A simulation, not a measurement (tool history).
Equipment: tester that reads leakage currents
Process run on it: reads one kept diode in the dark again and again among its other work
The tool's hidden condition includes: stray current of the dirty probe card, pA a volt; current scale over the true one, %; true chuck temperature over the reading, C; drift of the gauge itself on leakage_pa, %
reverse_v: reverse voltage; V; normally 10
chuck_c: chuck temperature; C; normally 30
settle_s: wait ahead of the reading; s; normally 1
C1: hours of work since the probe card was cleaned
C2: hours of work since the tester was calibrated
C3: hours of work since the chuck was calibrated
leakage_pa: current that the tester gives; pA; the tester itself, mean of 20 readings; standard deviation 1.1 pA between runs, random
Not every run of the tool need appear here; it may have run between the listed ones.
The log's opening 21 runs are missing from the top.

run 22 day=84.312 | reverse_v=1.3 chuck_c=26 settle_s=0.64 | C1=408 C2=1955 C3=154 | leakage_pa=131.14
run 23 day=87.279 | reverse_v=1.6 chuck_c=30 settle_s=5.04 | C1=463 C2=2010 C3=209 | leakage_pa=203.29
run 24 day=93.083 | reverse_v=1.1 chuck_c=53 settle_s=1.65 | C1=571 C2=2119 C3=317 | leakage_pa=1218.94
run 25 day=96.733 | reverse_v=1.1 chuck_c=53 settle_s=1.65 | C1=639 C2=2187 C3=386 | leakage_pa=1227.3
run 26 day=100.65 | reverse_v=1.1 chuck_c=53 settle_s=1.65 | C1=713 C2=2260 C3=459 | leakage_pa=1239.9
run 27 day=106.408 | reverse_v=1.1 chuck_c=53 settle_s=1.65 | C1=820 C2=2367 C3=566 | leakage_pa=1256.57
run 28 day=108.967 | reverse_v=17.6 chuck_c=30 settle_s=1.47 | C1=868 C2=2415 C3=614 | leakage_pa=494.89
run 29 day=112.229 | reverse_v=10 chuck_c=30 settle_s=2.37 | C1=929 C2=2476 C3=675 | leakage_pa=410.7
run 30 day=117.238 | reverse_v=16.9 chuck_c=39 settle_s=0.45 | C1=1022 C2=2569 C3=768 | leakage_pa=1074.66
-- day=119.283 chuck's temperature calibrated
run 31 day=123.167 | reverse_v=16.9 chuck_c=39 settle_s=0.45 | C1=1131 C2=2678 C3=73 | leakage_pa=958.99
run 32 day=125.933 | reverse_v=1.8 chuck_c=36 settle_s=1.43 | C1=1183 C2=2730 C3=124 | leakage_pa=349.58
run 33 day=128.55 | reverse_v=2.1 chuck_c=31 settle_s=2.89 | C1=1232 C2=2779 C3=173 | leakage_pa=243.3
run 34 day=132.375 | reverse_v=5.2 chuck_c=33 settle_s=2.76 | C1=1303 C2=2850 C3=244 | leakage_pa=397.34
run 35 day=137.925 | reverse_v=5.2 chuck_c=33 settle_s=2.76 | C1=1407 C2=2954 C3=348 | leakage_pa=403.81
run 36 day=140.946 | reverse_v=1.9 chuck_c=22 settle_s=0.56 | C1=1463 C2=3010 C3=404 | leakage_pa=110.1

Consider 3 possible next runs. They are alternatives, not a sequence: every one starts from the tool as it was left by run 36. What does each give?
run A day=143.896 | reverse_v=4.6 chuck_c=20 settle_s=0.56 | C1=1518 C2=3065 C3=459 | leakage_pa=?
run B day=143.896 | reverse_v=6.7 chuck_c=22 settle_s=0.56 | C1=1518 C2=3065 C3=459 | leakage_pa=?
run C day=143.896 | reverse_v=11.4 chuck_c=50 settle_s=0.77 | C1=1518 C2=3065 C3=459 | leakage_pa=?

run=A leakage_pa=127.71
run=B leakage_pa=176.36
run=C leakage_pa=2135.08
With the hidden condition removed and each run's random variation left untouched, the same runs would have given:
run=A leakage_pa=108.87
run=B leakage_pa=149.95
run=C leakage_pa=1941.36

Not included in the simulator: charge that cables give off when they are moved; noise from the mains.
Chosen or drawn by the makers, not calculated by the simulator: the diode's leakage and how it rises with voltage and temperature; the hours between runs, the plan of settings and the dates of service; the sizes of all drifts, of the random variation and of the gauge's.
